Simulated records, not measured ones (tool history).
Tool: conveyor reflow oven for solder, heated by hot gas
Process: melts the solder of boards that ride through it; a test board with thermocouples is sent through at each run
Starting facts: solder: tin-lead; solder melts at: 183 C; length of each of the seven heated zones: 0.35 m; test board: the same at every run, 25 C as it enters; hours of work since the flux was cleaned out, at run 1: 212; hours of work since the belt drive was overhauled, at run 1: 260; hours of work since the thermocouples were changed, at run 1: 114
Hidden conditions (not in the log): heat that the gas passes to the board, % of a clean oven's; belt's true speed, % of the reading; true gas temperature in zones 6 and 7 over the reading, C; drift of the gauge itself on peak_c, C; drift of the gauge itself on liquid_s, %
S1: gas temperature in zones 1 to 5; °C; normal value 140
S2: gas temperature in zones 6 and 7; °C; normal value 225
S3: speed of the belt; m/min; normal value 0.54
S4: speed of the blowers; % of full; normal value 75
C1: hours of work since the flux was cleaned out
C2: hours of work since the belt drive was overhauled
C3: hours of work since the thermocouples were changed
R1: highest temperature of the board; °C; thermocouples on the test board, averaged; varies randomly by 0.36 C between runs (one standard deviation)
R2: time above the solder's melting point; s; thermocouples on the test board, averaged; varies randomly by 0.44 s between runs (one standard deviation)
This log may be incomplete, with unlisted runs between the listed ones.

run 1 hour=0 | S1=140 S2=225 S3=0.54 S4=75 | C1=212 C2=260 C3=114 | R1=208.4 R2=50.3
run 2 hour=12.2 | S1=140 S2=225 S3=0.54 S4=75 | C1=221 C2=270 C3=123 | R1=208.3 R2=50.7
run 3 hour=35.1 | S1=140 S2=225 S3=0.54 S4=75 | C1=239 C2=288 C3=141 | R1=207.8 R2=49.7
run 4 hour=52.4 | S1=140 S2=225 S3=0.54 S4=75 | C1=252 C2=301 C3=155 | R1=207.3 R2=50.6
run 5 hour=67.3 | S1=140 S2=225 S3=0.54 S4=75 | C1=264 C2=313 C3=166 | R1=207.3 R2=49.3
run 6 hour=89.1 | S1=140 S2=225 S3=0.54 S4=75 | C1=281 C2=330 C3=183 | R1=207.1 R2=48.9
run 7 hour=103.5 | S1=140 S2=225 S3=0.54 S4=75 | C1=292 C2=341 C3=194 | R1=207.3 R2=49.8
-- hour=114.2 flux residue cleaned out of gas plates and filters
run 8 hour=121.9 | S1=140 S2=225 S3=0.54 S4=75 | C1=6 C2=351 C3=205 | R1=210 R2=53.4
-- hour=127.7 belt drive overhauled, speed set with a stopwatch
run 9 hour=147.4 | S1=140 S2=225 S3=0.608 S4=75 | C1=23 C2=15 C3=221 | R1=206.2 R2=42.7
run 10 hour=159.7 | S1=155 S2=225 S3=0.54 S4=75 | C1=32 C2=25 C3=231 | R1=212.3 R2=62
run 11 hour=179.7 | S1=132 S2=225 S3=0.54 S4=75 | C1=48 C2=40 C3=247 | R1=208 R2=47.9
-- hour=205.1 belt drive overhauled, speed set with a stopwatch, once more
run 12 hour=205.3 | S1=132 S2=227 S3=0.459 S4=75 | C1=65 C2=0 C3=263 | R1=213.6 R2=64.8
run 13 hour=227.1 | S1=132 S2=227 S3=0.459 S4=75 | C1=81 C2=17 C3=280 | R1=213.6 R2=64.7
run 14 hour=243.6 | S1=132 S2=227 S3=0.459 S4=75 | C1=94 C2=30 C3=293 | R1=213.3 R2=65.3
run 15 hour=262.6 | S1=132 S2=227 S3=0.459 S4=75 | C1=109 C2=45 C3=308 | R1=213.7 R2=63.8
run 16 hour=285.2 | S1=146 S2=225 S3=0.54 S4=86 | C1=127 C2=62 C3=325 | R1=210.9 R2=57.3
run 17 hour=294.7 | S1=147 S2=225 S3=0.54 S4=58 | C1=134 C2=70 C3=333 | R1=206.7 R2=51.4
run 18 hour=315.5 | S1=154 S2=221 S3=0.494 S4=59 | C1=150 C2=86 C3=349 | R1=206.4 R2=62.5
run 19 hour=335.8 | S1=154 S2=221 S3=0.494 S4=59 | C1=166 C2=101 C3=365 | R1=207.5 R2=62.1
run 20 hour=348.2 | S1=154 S2=221 S3=0.494 S4=59 | C1=176 C2=111 C3=374 | R1=207.1 R2=62

Across each entry between runs, compare the hidden state at the last listed run before it with the hidden state at the first listed run after it:
Logged between run 7 and run 8: flux residue cleaned out of gas plates and filters (hour 114.2)
  heat that the gas passes to the board, % of a clean oven's: 89.5 -> 99.7; belt's true speed, % of the reading: 99.33 -> 99.31; true gas temperature in zones 6 and 7 over the reading, C: -0.56 -> -0.59
  measured minus no-state result, R1: -2.8 -> -0.4 °C; R2: -3.4 -> +0.1 s
Logged between run 8 and run 9: belt drive overhauled, speed set with a stopwatch (hour 127.7)
  heat that the gas passes to the board, % of a clean oven's: 99.7 -> 99.1; belt's true speed, % of the reading: 99.31 -> 99.19; true gas temperature in zones 6 and 7 over the reading, C: -0.59 -> -0.64
  measured minus no-state result, R1: -0.4 -> -0.5 °C; R2: +0.1 -> -0.1 s
Logged between run 11 and run 12: belt drive overhauled, speed set with a stopwatch, once more (hour 205.1)
  heat that the gas passes to the board, % of a clean oven's: 98.2 -> 97.6; belt's true speed, % of the reading: 99.15 -> 99.83; true gas temperature in zones 6 and 7 over the reading, C: -0.71 -> -0.76
  measured minus no-state result, R1: -0.8 -> -1.2 °C; R2: -0.5 -> -1.1 s

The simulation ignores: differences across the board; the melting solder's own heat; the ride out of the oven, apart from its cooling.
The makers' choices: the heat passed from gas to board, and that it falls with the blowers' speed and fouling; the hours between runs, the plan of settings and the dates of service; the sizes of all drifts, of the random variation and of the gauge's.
